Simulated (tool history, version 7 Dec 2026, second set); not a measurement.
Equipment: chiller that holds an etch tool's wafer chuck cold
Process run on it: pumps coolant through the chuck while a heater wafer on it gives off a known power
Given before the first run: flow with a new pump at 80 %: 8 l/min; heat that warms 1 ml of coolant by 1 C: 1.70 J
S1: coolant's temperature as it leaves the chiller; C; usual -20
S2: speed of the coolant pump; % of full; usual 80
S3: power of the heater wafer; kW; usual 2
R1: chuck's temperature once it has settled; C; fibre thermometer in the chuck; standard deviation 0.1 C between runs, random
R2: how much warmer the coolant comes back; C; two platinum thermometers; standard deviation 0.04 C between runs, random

run   hour   S1  S2     S3    R1     R2
  1      0  -20  80      2     1   9.09
  2   40.4  -20  80      2   1.1   9.06
  3   62.8  -20  80      2   1.1   9.15
  4  103.8  -20  80      2   0.8   9.08
  5  132.8  -20  80      2   0.9   9.04
  6    155  -20  80      2     1   9.03
  7  201.7  -20  80      2     1   9.07
  8  245.5  -20  80      2     1   9.06
  9  289.4  -20  80  2.153   2.6   9.81
 10  308.7  -20  80      2   1.1   9.04
 11  329.6  -20  80      2   1.1   9.09
 12  375.5  -17  80      2     4   9.11
 13  396.5  -20  91  2.835   6.3  11.14
     404.7  -- coolant pump overhauled
 14  445.6  -21  71  1.971   2.5  10.36
 15  467.7  -21  71  1.971   2.7  10.38
 16  501.8  -12  65  1.622   9.2   9.44
 17  521.7  -12  65  1.622   9.3   9.39
 18  548.9  -23  80      2  -1.6   9.18
 19  570.4  -23  80      2  -1.6   9.26
 20  616.8  -23  65  2.215   6.1  12.88
 21  653.5  -23  65  2.215   6.3  12.89
     690.8  -- coolant pump overhauled, once more
 22  693.9  -23  65  2.215   4.9  12.29
 23  715.7  -23  65  2.215     5  12.36
 24    745  -20  80  1.504  -4.7   6.63

Consider 4 possible next runs. They are alternatives, not a sequence: every one starts from the tool as it was left by run 24. What does each give?
  A  765.3  -15  69  1.504   ?   ?
  B  765.3  -10  71  2.303   ?   ?
  C  765.3  -19  83   1.89   ?   ?
  D  765.3  -11  80  1.504   ?   ?

run    R1     R2
  A   2.9    7.8
  B  16.7  11.58
  C  -0.1   8.01
  D   4.3   6.73
Stripped of hidden state, with their random variation kept, the same runs would have yielded:
run    R1     R2
  A   2.7   7.79
  B  16.4  11.56
  C  -0.3   7.99
  D   4.2   6.72
